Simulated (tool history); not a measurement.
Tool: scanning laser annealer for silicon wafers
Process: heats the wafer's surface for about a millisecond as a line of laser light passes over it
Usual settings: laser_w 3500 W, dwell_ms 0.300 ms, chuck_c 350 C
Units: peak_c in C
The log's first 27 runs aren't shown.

run	day	laser_w	dwell_ms	chuck_c	hours of work since the window was cleaned	hours of work since the power meter was calibrated	hours of work since the optics were aligned	peak_c
# day 44.929: window over the wafer cleaned
28	45.375	3825	0.254	322	5	1670	736	1069
29	46.783	3825	0.234	322	23	1687	754	1040
30	48.846	3590	0.234	314	48	1713	779	987
31	50.158	3500	0.300	354	65	1729	795	1101
32	51.308	3527	0.300	350	79	1743	810	1105
33	52.833	3527	0.225	390	98	1762	828	1035
34	54.488	3527	0.225	390	118	1783	849	1031
35	56.775	3527	0.225	390	146	1811	877	1032
36	59.238	3527	0.225	390	177	1841	908	1033
37	60.779	3527	0.225	361	196	1860	927	1003
38	63.292	3577	0.286	350	227	1891	958	1093
39	64.533	3577	0.286	350	242	1907	973	1092

Forecast run 40:
40	65.975	3500	0.300	372	260	1924	991	?

peak_c: 1119 C
Without the tool's hidden state the same run would have given peak_c 1120 C.
